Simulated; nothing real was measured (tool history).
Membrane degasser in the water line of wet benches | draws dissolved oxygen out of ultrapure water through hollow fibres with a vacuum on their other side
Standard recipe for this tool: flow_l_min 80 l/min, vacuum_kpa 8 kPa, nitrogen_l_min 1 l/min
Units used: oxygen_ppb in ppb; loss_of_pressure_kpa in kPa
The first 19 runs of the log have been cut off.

run    hour  flow_l_min  vacuum_kpa  nitrogen_l_min  hours since the membrane was changed  hours since the vacuum gauge was calibrated  hours since the vacuum lines were made tight  oxygen_ppb  loss_of_pressure_kpa
     1757.1  -- seals of the vacuum lines changed
 20  1757.1          60       16.96               1                                  5167                                         8397                                             0      1355.9                 28.34
 21  1822.8          60       11.81             1.1                                  5233                                         8462                                            66       872.3                 28.38
 22  1934.2          50         7.5             1.1                                  5344                                         8574                                           177       432.9                 23.84
     1960.5  -- vacuum gauge calibrated
 23    2065          50         7.5             1.1                                  5474                                          104                                           307       375.1                 23.68
 24  2127.4          50         7.5            1.81                                  5537                                          167                                           370       257.2                 23.66
 25  2268.4          50         7.5            1.81                                  5678                                          308                                           511       252.7                 23.68
 26  2407.4          48         6.1            0.79                                  5817                                          447                                           650       323.3                 22.74
 27  2527.9          48         6.1             1.6                                  5937                                          567                                           770       189.4                 23.02
 28  2641.8          48         6.1             1.6                                  6051                                          681                                           884       191.5                 22.95
 29    2748          94         4.9               1                                  6157                                          787                                           990       282.5                 45.26
 30  2814.2          93        6.03               1                                  6224                                          854                                          1057       434.7                 44.62
 31  2922.8         127       14.89             0.7                                  6332                                          962                                          1165        2175                 60.63
 32  3037.3         108        5.41            2.28                                  6447                                         1077                                          1280       237.6                 51.74

Here are 4 independent what-if runs from the current tool condition. What would each one return?
  A  3121.5         109        11.2            2.28                                  6531                                         1161                                          1364           ?                     ?
  B  3121.5          71        5.41            2.28                                  6531                                         1161                                          1364           ?                     ?
  C  3121.5         127       17.96            0.55                                  6531                                         1161                                          1364           ?                     ?
  D  3121.5         119        7.62            0.58                                  6531                                         1161                                          1364           ?                     ?

run  oxygen_ppb  loss_of_pressure_kpa
  A       740.1                 52.01
  B       164.2                 34.39
  C        2885                 61.32
  D       993.5                  57.4
With no hidden state in the tool, these same runs would have given:
run  oxygen_ppb  loss_of_pressure_kpa
  A       725.2                 49.92
  B       153.9                 33.02
  C      2868.7                 58.88
  D       967.2                 55.11
